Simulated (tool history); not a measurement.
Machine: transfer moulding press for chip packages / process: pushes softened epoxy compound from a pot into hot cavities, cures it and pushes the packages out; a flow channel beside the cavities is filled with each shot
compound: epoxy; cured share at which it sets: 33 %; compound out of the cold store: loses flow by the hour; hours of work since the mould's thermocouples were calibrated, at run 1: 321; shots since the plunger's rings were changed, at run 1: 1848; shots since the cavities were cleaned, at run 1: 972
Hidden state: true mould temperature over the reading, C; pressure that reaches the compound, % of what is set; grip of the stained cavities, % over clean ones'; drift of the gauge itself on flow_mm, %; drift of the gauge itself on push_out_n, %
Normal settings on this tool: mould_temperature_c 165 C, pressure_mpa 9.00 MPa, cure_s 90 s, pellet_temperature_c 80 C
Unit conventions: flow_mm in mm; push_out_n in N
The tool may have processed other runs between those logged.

run,day,mould_temperature_c,pressure_mpa,cure_s,pellet_temperature_c,hours of work since the mould's thermocouples were calibrated,shots since the plunger's rings were changed,shots since the cavities were cleaned,incoming compound's hours out of the cold store,flow_mm,push_out_n
1,0.000,165,9.00,90,80,321,1848,972,15.0,563.2,814
# day 0.754: cavities cleaned with cleaning compound and waxed
# day 1.667: mould's thermocouples calibrated
2,2.292,172,9.00,90,80,11,2598,508,21.9,523.0,569
# day 4.375: cavities cleaned with cleaning compound and waxed
3,4.433,165,9.00,90,80,47,3325,22,18.9,540.8,473
4,7.025,165,9.00,90,80,91,4229,926,41.0,474.2,715
# day 7.312: plunger's sealing rings changed
# day 7.888: cavities cleaned with cleaning compound and waxed
5,9.662,165,9.00,90,80,134,799,621,13.5,574.4,743
# day 11.542: cavities cleaned with cleaning compound and waxed
6,12.017,165,9.00,90,80,173,1599,166,43.3,479.1,526
7,14.571,165,9.00,95,80,217,2492,1059,14.9,557.3,723
# day 15.196: cavities cleaned with cleaning compound and waxed
8,16.671,165,9.00,95,74,252,3203,515,11.0,568.5,643
9,18.246,165,9.00,95,74,279,3753,1065,23.9,526.6,739
# day 18.696: cavities cleaned with cleaning compound and waxed
# day 19.829: plunger's sealing rings changed
10,21.650,165,9.00,90,80,335,635,996,29.7,520.7,744
# day 22.429: mould's thermocouples calibrated
# day 22.492: cavities cleaned with cleaning compound and waxed
11,23.796,165,9.00,90,80,22,1334,456,29.6,520.4,650
# day 26.042: cavities cleaned with cleaning compound and waxed
12,26.833,165,9.00,90,80,74,2373,277,23.9,532.1,600
13,28.479,165,7.42,90,80,102,2947,851,17.4,500.9,748
# day 29.500: cavities cleaned with cleaning compound and waxed
14,30.738,165,7.58,90,80,140,3715,433,25.5,479.5,653
# day 32.504: plunger's sealing rings changed
# day 33.117: cavities cleaned with cleaning compound and waxed
15,33.454,164,8.72,76,76,184,309,118,35.1,500.8,736
16,35.642,164,8.72,76,76,221,1074,883,41.9,478.6,1029
# day 36.550: cavities cleaned with cleaning compound and waxed
17,37.154,161,8.82,90,80,246,1581,213,31.2,515.2,684
18,38.788,166,7.27,94,80,275,2150,782,9.8,517.9,664
# day 39.988: cavities cleaned with cleaning compound and waxed
19,41.904,166,7.27,94,80,327,3217,668,21.4,479.5,644
# day 43.154: mould's thermocouples calibrated
# day 43.633: cavities cleaned with cleaning compound and waxed
20,43.921,166,7.27,94,80,12,3871,101,14.4,496.4,475
# day 45.138: plunger's sealing rings changed
21,45.562,165,9.00,90,70,39,148,638,13.9,574.0,748
# day 47.375: cavities cleaned with cleaning compound and waxed
22,47.417,168,10.40,120,84,69,775,16,25.7,566.2,415
23,48.896,168,10.40,120,84,95,1291,532,47.8,497.5,592
# day 50.829: cavities cleaned with cleaning compound and waxed
24,51.846,168,10.40,120,84,145,2299,354,42.6,508.5,512
# day 54.338: cavities cleaned with cleaning compound and waxed
25,54.338,162,9.84,120,84,187,3148,0,23.8,559.3,431
26,55.912,162,7.99,99,80,214,3698,550,12.8,535.0,701

5 ways to go on from here, each from the tool as it stands after run 26. What would each give?
# day 57.625: plunger's sealing rings changed
A,57.625,166,9.00,111,89,241,0,1112,25.5,?,?
# day 57.625: plunger's sealing rings changed
B,57.625,162,8.04,76,87,241,0,1112,22.5,?,?
# day 57.625: plunger's sealing rings changed
C,57.625,162,9.88,99,80,241,0,1112,31.9,?,?
# day 57.625: plunger's sealing rings changed
D,57.625,162,9.07,99,80,241,0,1112,43.9,?,?
# day 57.625: plunger's sealing rings changed
E,57.625,165,10.73,92,80,241,0,1112,25.3,?,?

run,flow_mm,push_out_n
A,531.1,690
B,520.9,1298
C,547.2,792
D,491.3,802
E,586.4,790
Had the tool no hidden state, the same runs would have come out as:
run,flow_mm,push_out_n
A,532.0,396
B,521.7,729
C,548.0,450
D,492.1,451
E,587.4,449

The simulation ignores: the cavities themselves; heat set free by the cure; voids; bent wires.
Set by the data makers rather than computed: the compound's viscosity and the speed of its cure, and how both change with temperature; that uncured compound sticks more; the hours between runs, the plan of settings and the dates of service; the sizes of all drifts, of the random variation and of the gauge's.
